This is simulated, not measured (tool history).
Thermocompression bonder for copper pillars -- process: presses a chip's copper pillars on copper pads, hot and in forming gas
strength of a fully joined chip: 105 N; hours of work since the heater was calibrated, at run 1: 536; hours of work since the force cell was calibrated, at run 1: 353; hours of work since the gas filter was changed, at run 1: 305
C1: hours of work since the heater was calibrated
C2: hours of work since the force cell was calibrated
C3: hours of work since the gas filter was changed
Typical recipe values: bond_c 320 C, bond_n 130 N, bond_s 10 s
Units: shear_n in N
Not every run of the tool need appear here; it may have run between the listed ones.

run 1 hour=0.0 | bond_c=320 bond_n=130 bond_s=10 | C1=536 C2=353 C3=305 | shear_n=57.3
run 2 hour=14.1 | bond_c=320 bond_n=130 bond_s=10 | C1=545 C2=362 C3=314 | shear_n=58.5
run 3 hour=27.4 | bond_c=320 bond_n=130 bond_s=10 | C1=553 C2=370 C3=322 | shear_n=56.2
run 4 hour=36.4 | bond_c=320 bond_n=130 bond_s=10 | C1=558 C2=376 C3=328 | shear_n=57.2
run 5 hour=50.1 | bond_c=320 bond_n=130 bond_s=10 | C1=567 C2=384 C3=336 | shear_n=56.9
run 6 hour=59.9 | bond_c=320 bond_n=130 bond_s=10 | C1=573 C2=390 C3=342 | shear_n=56.5
run 7 hour=74.3 | bond_c=320 bond_n=130 bond_s=10 | C1=582 C2=399 C3=351 | shear_n=56.2
run 8 hour=84.4 | bond_c=320 bond_n=130 bond_s=10 | C1=588 C2=405 C3=358 | shear_n=56.6
run 9 hour=92.5 | bond_c=320 bond_n=130 bond_s=10 | C1=593 C2=410 C3=363 | shear_n=56.7
run 10 hour=104.8 | bond_c=320 bond_n=183 bond_s=10 | C1=601 C2=418 C3=370 | shear_n=66.5
run 11 hour=117.3 | bond_c=320 bond_n=183 bond_s=10 | C1=609 C2=426 C3=378 | shear_n=66.3
run 12 hour=128.9 | bond_c=320 bond_n=183 bond_s=10 | C1=616 C2=433 C3=385 | shear_n=65.8
run 13 hour=143.1 | bond_c=337 bond_n=183 bond_s=10 | C1=625 C2=442 C3=394 | shear_n=74.6
run 14 hour=158.8 | bond_c=294 bond_n=183 bond_s=10 | C1=635 C2=452 C3=404 | shear_n=48.9
run 15 hour=168.0 | bond_c=294 bond_n=183 bond_s=10 | C1=640 C2=457 C3=410 | shear_n=49.3
run 16 hour=182.3 | bond_c=320 bond_n=130 bond_s=6 | C1=649 C2=466 C3=418 | shear_n=46.1
run 17 hour=197.4 | bond_c=320 bond_n=130 bond_s=6 | C1=659 C2=476 C3=428 | shear_n=46.6
run 18 hour=210.4 | bond_c=320 bond_n=130 bond_s=6 | C1=667 C2=484 C3=436 | shear_n=46.3
run 19 hour=224.1 | bond_c=320 bond_n=130 bond_s=10 | C1=675 C2=492 C3=444 | shear_n=54.9
run 20 hour=238.1 | bond_c=320 bond_n=130 bond_s=10 | C1=684 C2=501 C3=453 | shear_n=54.3
run 21 hour=253.6 | bond_c=320 bond_n=130 bond_s=10 | C1=694 C2=511 C3=463 | shear_n=53.8
run 22 hour=264.9 | bond_c=320 bond_n=130 bond_s=10 | C1=701 C2=518 C3=470 | shear_n=53.9
run 23 hour=275.6 | bond_c=339 bond_n=156 bond_s=10 | C1=707 C2=524 C3=476 | shear_n=69.9
-- hour=281.0 forming gas filter changed
run 24 hour=290.8 | bond_c=339 bond_n=156 bond_s=10 | C1=716 C2=533 C3=6 | shear_n=79.6
run 25 hour=305.7 | bond_c=304 bond_n=147 bond_s=15 | C1=726 C2=543 C3=15 | shear_n=61.7
run 26 hour=312.7 | bond_c=347 bond_n=119 bond_s=7 | C1=730 C2=547 C3=20 | shear_n=68.2
run 27 hour=325.9 | bond_c=347 bond_n=119 bond_s=7 | C1=738 C2=555 C3=28 | shear_n=68.4
run 28 hour=337.5 | bond_c=316 bond_n=192 bond_s=30 | C1=745 C2=562 C3=35 | shear_n=88.9
run 29 hour=354.0 | bond_c=320 bond_n=93 bond_s=10 | C1=756 C2=573 C3=45 | shear_n=50.1
run 30 hour=365.1 | bond_c=346 bond_n=149 bond_s=14 | C1=763 C2=580 C3=52 | shear_n=86.2
run 31 hour=373.7 | bond_c=346 bond_n=92 bond_s=14 | C1=768 C2=585 C3=58 | shear_n=69.9
run 32 hour=386.0 | bond_c=329 bond_n=111 bond_s=8 | C1=776 C2=593 C3=65 | shear_n=56.0
run 33 hour=397.2 | bond_c=329 bond_n=169 bond_s=12 | C1=783 C2=600 C3=72 | shear_n=75.9
run 34 hour=406.5 | bond_c=312 bond_n=194 bond_s=12 | C1=788 C2=605 C3=78 | shear_n=70.5
run 35 hour=418.1 | bond_c=312 bond_n=194 bond_s=12 | C1=796 C2=613 C3=85 | shear_n=71.0
run 36 hour=426.5 | bond_c=312 bond_n=194 bond_s=12 | C1=801 C2=618 C3=90 | shear_n=69.4
run 37 hour=440.2 | bond_c=320 bond_n=94 bond_s=22 | C1=809 C2=626 C3=99 | shear_n=64.0
run 38 hour=453.3 | bond_c=324 bond_n=94 bond_s=11 | C1=817 C2=634 C3=107 | shear_n=52.6
run 39 hour=461.2 | bond_c=295 bond_n=174 bond_s=25 | C1=822 C2=639 C3=112 | shear_n=68.6

Here are 3 independent what-if runs from the current tool condition. What would each one return?
run A hour=477.4 | bond_c=320 bond_n=179 bond_s=10 | C1=832 C2=649 C3=122 | shear_n=?
run B hour=477.4 | bond_c=315 bond_n=130 bond_s=13 | C1=832 C2=649 C3=122 | shear_n=?
run C hour=477.4 | bond_c=337 bond_n=140 bond_s=25 | C1=832 C2=649 C3=122 | shear_n=?

run=A shear_n=68.5
run=B shear_n=60.1
run=C shear_n=86.4
Take away the tool's hidden state, keep each run's random variation, and the runs would have read:
run=A shear_n=74.7
run=B shear_n=66.3
run=C shear_n=91.9

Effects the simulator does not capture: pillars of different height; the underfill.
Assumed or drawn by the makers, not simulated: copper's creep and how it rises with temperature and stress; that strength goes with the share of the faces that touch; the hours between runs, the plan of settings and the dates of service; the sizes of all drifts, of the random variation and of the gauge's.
